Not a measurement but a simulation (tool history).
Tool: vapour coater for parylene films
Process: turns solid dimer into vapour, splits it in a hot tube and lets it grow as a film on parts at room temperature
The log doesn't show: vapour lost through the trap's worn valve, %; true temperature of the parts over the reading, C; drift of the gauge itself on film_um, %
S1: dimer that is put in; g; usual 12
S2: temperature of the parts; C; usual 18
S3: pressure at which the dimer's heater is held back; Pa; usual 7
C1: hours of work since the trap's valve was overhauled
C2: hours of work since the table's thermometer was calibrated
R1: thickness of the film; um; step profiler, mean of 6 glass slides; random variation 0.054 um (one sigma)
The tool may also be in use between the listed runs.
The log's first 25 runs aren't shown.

Run 26, hour 327.8: usual settings but S1 7 g, S2 15 C; C1 469; C2 198. Result: R1 3.74 um.
Run 27, hour 335: usual settings but S1 9 g, S2 14 C, S3 2.89 Pa; C1 473; C2 201. Result: R1 5.35 um.
Run 28, hour 348.4: usual settings but S1 8 g, S2 29 C, S3 2.89 Pa; C1 479; C2 207. Result: R1 3.34 um.
Run 29, hour 363.1: usual settings but S1 19 g, S2 29 C, S3 11.11 Pa; C1 486; C2 214. Result: R1 7.03 um.
Run 30, hour 377.9: usual settings but S2 15 C, S3 4.85 Pa; C1 493; C2 221. Result: R1 6.69 um.
Run 31, hour 384.9: usual settings but S1 11 g, S3 3.81 Pa; C1 496; C2 225. Result: R1 5.72 um.
Run 32, hour 400.9: usual settings but S1 21 g, S2 14 C, S3 2.01 Pa; C1 504; C2 232. Result: R1 12.81 um.
At hour 403: table's thermometer calibrated.
Run 33, hour 410.3: usual settings but S1 6 g, S2 25 C, S3 9.94 Pa; C1 508; C2 3. Result: R1 2.41 um.
Run 34, hour 423.7: usual settings but S1 7 g, S2 25 C, S3 11.27 Pa; C1 515; C2 10. Result: R1 2.84 um.
Run 35, hour 432.3: usual settings but S1 7 g, S2 26 C, S3 11.27 Pa; C1 519; C2 14. Result: R1 2.71 um.
Run 36, hour 448.7: usual settings but S1 7 g, S2 26 C, S3 11.27 Pa; C1 526; C2 22. Result: R1 2.79 um.
Run 37, hour 456.7: usual settings but S1 15 g, S2 22 C, S3 2.3 Pa; C1 530; C2 26. Result: R1 7.43 um.
At hour 467.3: table's thermometer calibrated, once more.
Run 38, hour 468.8: usual settings but S1 17 g, S2 19 C; C1 536; C2 1. Result: R1 8.19 um.
Run 39, hour 484.3: usual settings but S1 17 g, S2 19 C; C1 543; C2 8. Result: R1 8.27 um.
Run 40, hour 500.2: usual settings but S1 9 g, S2 22 C, S3 2.63 Pa; C1 551; C2 16. Result: R1 4.41 um.
Run 41, hour 509.1: usual settings but S1 9 g, S2 10 C, S3 2.63 Pa; C1 555; C2 20. Result: R1 5.89 um.
Run 42, hour 524: usual settings but S1 9 g, S2 11 C, S3 3.19 Pa; C1 562; C2 27. Result: R1 5.68 um.
Run 43, hour 537.9: usual settings but S1 15 g, S3 3.22 Pa; C1 569; C2 34. Result: R1 7.97 um.
Run 44, hour 550.7: usual settings but S1 15 g, S3 3.22 Pa; C1 575; C2 40. Result: R1 7.89 um.
Run 45, hour 562.3: usual settings but S1 13 g, S2 19 C, S3 2.54 Pa; C1 580; C2 45. Result: R1 6.88 um.
Run 46, hour 573.7: usual settings but S1 14 g, S2 30 C, S3 2.12 Pa; C1 586; C2 51. Result: R1 5.76 um.
Run 47, hour 584: usual settings but S1 14 g, S2 27 C, S3 10.2 Pa; C1 590; C2 56. Result: R1 5.4 um.
Run 48, hour 600.2: usual settings but S2 12 C, S3 7.33 Pa; C1 598; C2 63. Result: R1 6.81 um.

Forecast each of these 3 alternatives for the next run:
Run A, hour 613.1: usual settings but S1 13 g, S2 29 C, S3 8.22 Pa; C1 604; C2 70. Result: R1 ?.
Run B, hour 613.1: usual settings but S1 8 g, S2 26 C, S3 2.14 Pa; C1 604; C2 70. Result: R1 ?.
Run C, hour 613.1: usual settings but S1 6 g, S2 23 C, S3 5.91 Pa; C1 604; C2 70. Result: R1 ?.

run    R1
  A  4.91
  B   3.6
  C  2.66
Without the tool's hidden state the same runs would have given:
run    R1
  A  5.19
  B  3.81
  C  2.81
